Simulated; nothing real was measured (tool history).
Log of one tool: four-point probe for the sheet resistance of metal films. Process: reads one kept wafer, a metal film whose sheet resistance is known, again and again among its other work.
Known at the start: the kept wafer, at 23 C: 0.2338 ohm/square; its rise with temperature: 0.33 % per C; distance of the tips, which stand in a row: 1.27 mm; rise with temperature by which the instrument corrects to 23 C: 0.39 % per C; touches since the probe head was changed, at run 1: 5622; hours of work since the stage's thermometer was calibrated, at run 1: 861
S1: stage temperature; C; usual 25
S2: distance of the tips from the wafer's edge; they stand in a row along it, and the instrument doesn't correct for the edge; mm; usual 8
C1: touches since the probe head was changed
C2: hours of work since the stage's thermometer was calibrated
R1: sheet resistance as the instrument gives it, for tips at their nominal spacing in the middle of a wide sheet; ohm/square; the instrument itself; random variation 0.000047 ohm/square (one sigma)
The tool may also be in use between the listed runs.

run 1 hour=0.0 | S1=25 S2=8 | C1=5622 C2=861 | R1=0.236623
run 2 hour=10.1 | S1=25 S2=8 | C1=5797 C2=866 | R1=0.236634
run 3 hour=16.3 | S1=25 S2=8 | C1=5902 C2=870 | R1=0.236569
run 4 hour=22.5 | S1=25 S2=8 | C1=6010 C2=873 | R1=0.236583
run 5 hour=36.2 | S1=25 S2=8 | C1=6245 C2=881 | R1=0.236600
run 6 hour=49.9 | S1=25 S2=8 | C1=6480 C2=888 | R1=0.236567
run 7 hour=64.1 | S1=27 S2=8 | C1=6724 C2=896 | R1=0.236319
run 8 hour=79.3 | S1=27 S2=17 | C1=6985 C2=904 | R1=0.233836
run 9 hour=85.7 | S1=27 S2=17 | C1=7095 C2=908 | R1=0.233796
run 10 hour=99.7 | S1=27 S2=17 | C1=7337 C2=915 | R1=0.233899
run 11 hour=110.8 | S1=25 S2=8 | C1=7528 C2=921 | R1=0.236731
run 12 hour=121.0 | S1=25 S2=8 | C1=7703 C2=927 | R1=0.236648
run 13 hour=134.1 | S1=25 S2=6 | C1=7928 C2=934 | R1=0.238988
run 14 hour=146.5 | S1=22 S2=8 | C1=8142 C2=941 | R1=0.237115
run 15 hour=159.5 | S1=22 S2=8 | C1=8365 C2=948 | R1=0.237143
run 16 hour=170.2 | S1=25 S2=53 | C1=8550 C2=954 | R1=0.233609
run 17 hour=179.2 | S1=23 S2=8 | C1=8704 C2=958 | R1=0.236888
run 18 hour=186.2 | S1=20 S2=9 | C1=8824 C2=962 | R1=0.236753
run 19 hour=200.3 | S1=19 S2=15 | C1=9067 C2=970 | R1=0.235309
run 20 hour=210.7 | S1=19 S2=15 | C1=9245 C2=976 | R1=0.235301
run 21 hour=218.0 | S1=25 S2=8 | C1=9371 C2=980 | R1=0.236677
run 22 hour=227.0 | S1=35 S2=27 | C1=9527 C2=984 | R1=0.232454
run 23 hour=235.4 | S1=35 S2=27 | C1=9671 C2=989 | R1=0.232269
run 24 hour=245.9 | S1=25 S2=48 | C1=9851 C2=995 | R1=0.233639
run 25 hour=253.7 | S1=28 S2=17 | C1=9985 C2=999 | R1=0.233732
run 26 hour=266.2 | S1=28 S2=17 | C1=10200 C2=1006 | R1=0.233766
run 27 hour=279.3 | S1=34 S2=15 | C1=10425 C2=1013 | R1=0.233189
run 28 hour=288.8 | S1=18 S2=8 | C1=10588 C2=1018 | R1=0.237665
run 29 hour=297.9 | S1=21 S2=35 | C1=10745 C2=1023 | R1=0.234246
run 30 hour=312.1 | S1=20 S2=14 | C1=10989 C2=1031 | R1=0.235236
run 31 hour=322.0 | S1=20 S2=14 | C1=11160 C2=1036 | R1=0.235304
run 32 hour=331.5 | S1=26 S2=38 | C1=11322 C2=1041 | R1=0.233451
run 33 hour=340.5 | S1=22 S2=13 | C1=11478 C2=1046 | R1=0.235188

4 ways to go on from here, each from the tool as it stands after run 33. What would each give?
run A hour=351.1 | S1=23 S2=3 | C1=11660 C2=1052 | R1=?
run B hour=351.1 | S1=25 S2=32 | C1=11660 C2=1052 | R1=?
run C hour=351.1 | S1=27 S2=8 | C1=11660 C2=1052 | R1=?
run D hour=351.1 | S1=27 S2=12 | C1=11660 C2=1052 | R1=?

run=A R1=0.254177
run=B R1=0.233662
run=C R1=0.236307
run=D R1=0.234706
Without the tool's hidden state the same runs would have given:
run=A R1=0.254176
run=B R1=0.233661
run=C R1=0.236306
run=D R1=0.234705
